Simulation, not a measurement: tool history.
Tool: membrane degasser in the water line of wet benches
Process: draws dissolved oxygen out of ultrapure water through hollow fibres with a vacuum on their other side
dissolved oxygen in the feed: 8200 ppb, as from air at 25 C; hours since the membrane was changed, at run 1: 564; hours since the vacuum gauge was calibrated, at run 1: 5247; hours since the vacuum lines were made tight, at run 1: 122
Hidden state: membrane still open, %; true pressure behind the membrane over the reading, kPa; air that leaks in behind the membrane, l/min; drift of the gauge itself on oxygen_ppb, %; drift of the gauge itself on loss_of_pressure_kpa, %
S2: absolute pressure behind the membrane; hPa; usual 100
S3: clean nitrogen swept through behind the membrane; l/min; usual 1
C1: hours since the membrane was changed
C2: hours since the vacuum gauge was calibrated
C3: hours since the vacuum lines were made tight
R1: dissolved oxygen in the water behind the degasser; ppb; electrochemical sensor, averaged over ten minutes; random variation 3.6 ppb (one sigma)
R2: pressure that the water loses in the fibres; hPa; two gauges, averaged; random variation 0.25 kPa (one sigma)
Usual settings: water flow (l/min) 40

Run 1, hour 0: usual settings; C1 564; C2 5247; C3 122. Result: R1 536.1 ppb, R2 659.3 hPa.
Run 2, hour 72.1: usual settings but S3 2.19 l/min; C1 636; C2 5319; C3 194. Result: R1 280.8 ppb, R2 658.9 hPa.
Run 3, hour 160.5: usual settings; C1 725; C2 5408; C3 282. Result: R1 532.1 ppb, R2 657.7 hPa.
Run 4, hour 280.3: usual settings but S2 69 hPa; C1 844; C2 5528; C3 402. Result: R1 301 ppb, R2 659.9 hPa.
Run 5, hour 435.9: usual settings but S3 1.4 l/min; C1 1000; C2 5683; C3 558. Result: R1 407.5 ppb, R2 658.3 hPa.
Run 6, hour 589.2: usual settings; C1 1153; C2 5837; C3 711. Result: R1 532 ppb, R2 659.4 hPa.
Run 7, hour 672.9: usual settings but S2 109 hPa, S3 1.27 l/min; C1 1237; C2 5920; C3 794. Result: R1 494.2 ppb, R2 664 hPa.
Run 8, hour 789.6: usual settings but water flow (l/min) 39; C1 1354; C2 6037; C3 911. Result: R1 525.2 ppb, R2 646.6 hPa.
At hour 802.5: vacuum gauge calibrated.
Run 9, hour 867.3: usual settings but water flow (l/min) 36, S2 114 hPa, S3 2.51 l/min; C1 1431; C2 65; C3 988. Result: R1 276.3 ppb, R2 599.7 hPa.
Run 10, hour 955.4: usual settings but water flow (l/min) 51, S2 240 hPa, S3 2.15 l/min; C1 1519; C2 153; C3 1077. Result: R1 974.9 ppb, R2 845.3 hPa.
Run 11, hour 1065.7: usual settings but water flow (l/min) 25, S2 240 hPa, S3 2.15 l/min; C1 1629; C2 263; C3 1187. Result: R1 534.3 ppb, R2 412.8 hPa.
At hour 1130.9: vacuum gauge calibrated, once more.
Run 12, hour 1177.4: usual settings but water flow (l/min) 55, S2 99 hPa, S3 1.76 l/min; C1 1740; C2 47; C3 1298. Result: R1 438.8 ppb, R2 906.8 hPa.

Forecast each of these 3 alternatives for the next run:
Run A, hour 1338.5: usual settings but S2 97 hPa, S3 0.51 l/min; C1 1902; C2 208; C3 1459. Result: R1 ?, R2 ?.
Run B, hour 1338.5: usual settings but water flow (l/min) 38, S2 118 hPa, S3 2.33 l/min; C1 1902; C2 208; C3 1459. Result: R1 ?, R2 ?.
Run C, hour 1338.5: usual settings but water flow (l/min) 41, S2 108 hPa, S3 0.88 l/min; C1 1902; C2 208; C3 1459. Result: R1 ?, R2 ?.

run     R1     R2
  A  801.8  665.8
  B    314  631.3
  C    649  679.5
Without the tool's hidden state the same runs would have given:
run     R1     R2
  A  800.6  659.7
  B  312.3  625.5
  C    647  673.3
